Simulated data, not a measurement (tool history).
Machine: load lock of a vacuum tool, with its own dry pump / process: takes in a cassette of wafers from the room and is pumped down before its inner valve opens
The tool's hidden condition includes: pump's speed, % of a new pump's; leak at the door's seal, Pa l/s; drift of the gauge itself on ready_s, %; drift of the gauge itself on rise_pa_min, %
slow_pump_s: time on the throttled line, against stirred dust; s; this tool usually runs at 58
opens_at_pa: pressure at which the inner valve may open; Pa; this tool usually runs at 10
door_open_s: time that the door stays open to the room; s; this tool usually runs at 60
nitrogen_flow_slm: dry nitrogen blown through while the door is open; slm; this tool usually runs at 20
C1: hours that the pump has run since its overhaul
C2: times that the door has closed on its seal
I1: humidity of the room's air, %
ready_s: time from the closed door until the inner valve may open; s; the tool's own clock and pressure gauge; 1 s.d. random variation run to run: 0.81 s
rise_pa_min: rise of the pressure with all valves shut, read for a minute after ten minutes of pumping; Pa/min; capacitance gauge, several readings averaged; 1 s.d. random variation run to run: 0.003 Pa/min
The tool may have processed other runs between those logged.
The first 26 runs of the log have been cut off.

run 27 hour=7921.6 | slow_pump_s=110 opens_at_pa=7 door_open_s=60 nitrogen_flow_slm=23 | C1=9060 C2=30128 | I1=44.7 | ready_s=185.8 rise_pa_min=0.277
run 28 hour=8319.6 | slow_pump_s=110 opens_at_pa=7 door_open_s=60 nitrogen_flow_slm=23 | C1=9458 C2=30863 | I1=44 | ready_s=185.5 rise_pa_min=0.285
run 29 hour=8565.5 | slow_pump_s=58 opens_at_pa=17 door_open_s=112 nitrogen_flow_slm=24 | C1=9704 C2=31318 | I1=44.3 | ready_s=138.7 rise_pa_min=0.304
-- hour=8858.5 dry pump taken out, an overhauled one fitted
run 30 hour=8917.3 | slow_pump_s=72 opens_at_pa=19 door_open_s=37 nitrogen_flow_slm=15 | C1=59 C2=31957 | I1=50.4 | ready_s=132.5 rise_pa_min=0.298
run 31 hour=9261.7 | slow_pump_s=58 opens_at_pa=16 door_open_s=60 nitrogen_flow_slm=31 | C1=403 C2=32593 | I1=44.8 | ready_s=121.1 rise_pa_min=0.298
run 32 hour=9561.5 | slow_pump_s=58 opens_at_pa=16 door_open_s=60 nitrogen_flow_slm=31 | C1=703 C2=33147 | I1=45.8 | ready_s=123.2 rise_pa_min=0.303
run 33 hour=9980.1 | slow_pump_s=58 opens_at_pa=16 door_open_s=60 nitrogen_flow_slm=31 | C1=1122 C2=33921 | I1=46.9 | ready_s=123.4 rise_pa_min=0.312
run 34 hour=10202.2 | slow_pump_s=32 opens_at_pa=11 door_open_s=52 nitrogen_flow_slm=31 | C1=1344 C2=34331 | I1=45 | ready_s=105.6 rise_pa_min=0.328
run 35 hour=10626.8 | slow_pump_s=32 opens_at_pa=11 door_open_s=232 nitrogen_flow_slm=7 | C1=1768 C2=35116 | I1=44.1 | ready_s=108.2 rise_pa_min=0.386
run 36 hour=10889.9 | slow_pump_s=43 opens_at_pa=10 door_open_s=60 nitrogen_flow_slm=12 | C1=2031 C2=35602 | I1=44.9 | ready_s=117.4 rise_pa_min=0.35

5 options for the next run, each taken on its own from the tool as it stands now. Forecast them:
run A hour=11266.8 | slow_pump_s=43 opens_at_pa=19 door_open_s=60 nitrogen_flow_slm=7 | C1=2408 C2=36299 | I1=46.7 | ready_s=? rise_pa_min=?
run B hour=11266.8 | slow_pump_s=106 opens_at_pa=10 door_open_s=60 nitrogen_flow_slm=12 | C1=2408 C2=36299 | I1=42.4 | ready_s=? rise_pa_min=?
run C hour=11266.8 | slow_pump_s=48 opens_at_pa=9 door_open_s=60 nitrogen_flow_slm=20 | C1=2408 C2=36299 | I1=47.7 | ready_s=? rise_pa_min=?
run D hour=11266.8 | slow_pump_s=43 opens_at_pa=10 door_open_s=29 nitrogen_flow_slm=12 | C1=2408 C2=36299 | I1=44.8 | ready_s=? rise_pa_min=?
run E hour=11266.8 | slow_pump_s=58 opens_at_pa=10 door_open_s=60 nitrogen_flow_slm=9 | C1=2408 C2=36299 | I1=44.2 | ready_s=? rise_pa_min=?

run=A ready_s=111.1 rise_pa_min=0.373
run=B ready_s=165.9 rise_pa_min=0.37
run=C ready_s=122.6 rise_pa_min=0.358
run=D ready_s=116.5 rise_pa_min=0.351
run=E ready_s=130 rise_pa_min=0.369
What these runs would have given with no unlogged condition in the tool:
run=A ready_s=106.7 rise_pa_min=0.046
run=B ready_s=161.8 rise_pa_min=0.038
run=C ready_s=117.6 rise_pa_min=0.026
run=D ready_s=111.8 rise_pa_min=0.027
run=E ready_s=125.3 rise_pa_min=0.04

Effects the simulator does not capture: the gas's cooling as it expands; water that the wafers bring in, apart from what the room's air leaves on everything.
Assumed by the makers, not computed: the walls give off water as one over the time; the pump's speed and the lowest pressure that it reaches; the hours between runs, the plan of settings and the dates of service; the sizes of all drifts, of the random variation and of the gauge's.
